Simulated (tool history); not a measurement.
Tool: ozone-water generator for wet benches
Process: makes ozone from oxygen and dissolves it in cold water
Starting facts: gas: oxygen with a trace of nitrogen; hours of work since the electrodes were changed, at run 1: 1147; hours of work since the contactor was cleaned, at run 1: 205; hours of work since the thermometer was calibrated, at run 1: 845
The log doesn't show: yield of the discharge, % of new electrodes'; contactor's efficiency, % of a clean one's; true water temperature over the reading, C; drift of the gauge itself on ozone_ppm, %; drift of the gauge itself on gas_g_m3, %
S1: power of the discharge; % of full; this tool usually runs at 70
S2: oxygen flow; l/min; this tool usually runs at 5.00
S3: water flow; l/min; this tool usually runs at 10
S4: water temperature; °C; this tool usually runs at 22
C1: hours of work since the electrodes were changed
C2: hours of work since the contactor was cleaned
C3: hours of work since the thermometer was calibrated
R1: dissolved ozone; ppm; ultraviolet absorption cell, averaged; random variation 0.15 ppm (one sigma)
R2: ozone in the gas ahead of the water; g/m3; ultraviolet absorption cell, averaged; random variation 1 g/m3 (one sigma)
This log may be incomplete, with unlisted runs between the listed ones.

run   hour  S1    S2  S3  S4    C1   C2    C3    R1     R2
  1    0.0  70  5.00  10  22  1147  205   845  17.8  174.4
  2   49.1  70  5.00  10  22  1195  253   893  17.6  175.6
  3   86.9  70  5.00  10  18  1233  290   930  19.2  175.9
  4  116.6  70  5.00  10  22  1262  319   959  17.7  177.4
  5  167.9  70  5.00  12  22  1312  370  1010  15.5  174.2
  6  206.8  70  5.00  10  22  1350  408  1048  17.8  176.6
     212.2  -- water thermometer calibrated
  7  248.9  70  5.00  10  22  1391  449    36  17.7  174.7
  8  277.1  70  5.00  10  22  1419  476    64  17.9  176.3
  9  323.9  70  5.00  10  22  1465  522   110  17.7  175.7
 10  347.8  70  5.00  10  22  1488  546   133  17.6  175.0
 11  390.4  70  3.74   9  22  1530  588   175  19.9  206.8

Each row is a separate what-if for the run after 11, all from the same tool condition, not one after another. Results?
  A  442.8  50  5.15  10  22  1582  639  227   ?   ?
  B  442.8  91  3.42  10  22  1582  639  227   ?   ?
  C  442.8  70  2.88  10  24  1582  639  227   ?   ?
  D  442.8  70  5.00  14  22  1582  639  227   ?   ?

run    R1     R2
  A  13.0  128.7
  B  23.2  270.6
  C  18.0  234.0
  D  13.6  176.3
What these runs would have given with no unlogged condition in the tool:
run    R1     R2
  A  13.5  131.4
  B  24.4  280.6
  C  18.9  240.9
  D  14.3  181.6

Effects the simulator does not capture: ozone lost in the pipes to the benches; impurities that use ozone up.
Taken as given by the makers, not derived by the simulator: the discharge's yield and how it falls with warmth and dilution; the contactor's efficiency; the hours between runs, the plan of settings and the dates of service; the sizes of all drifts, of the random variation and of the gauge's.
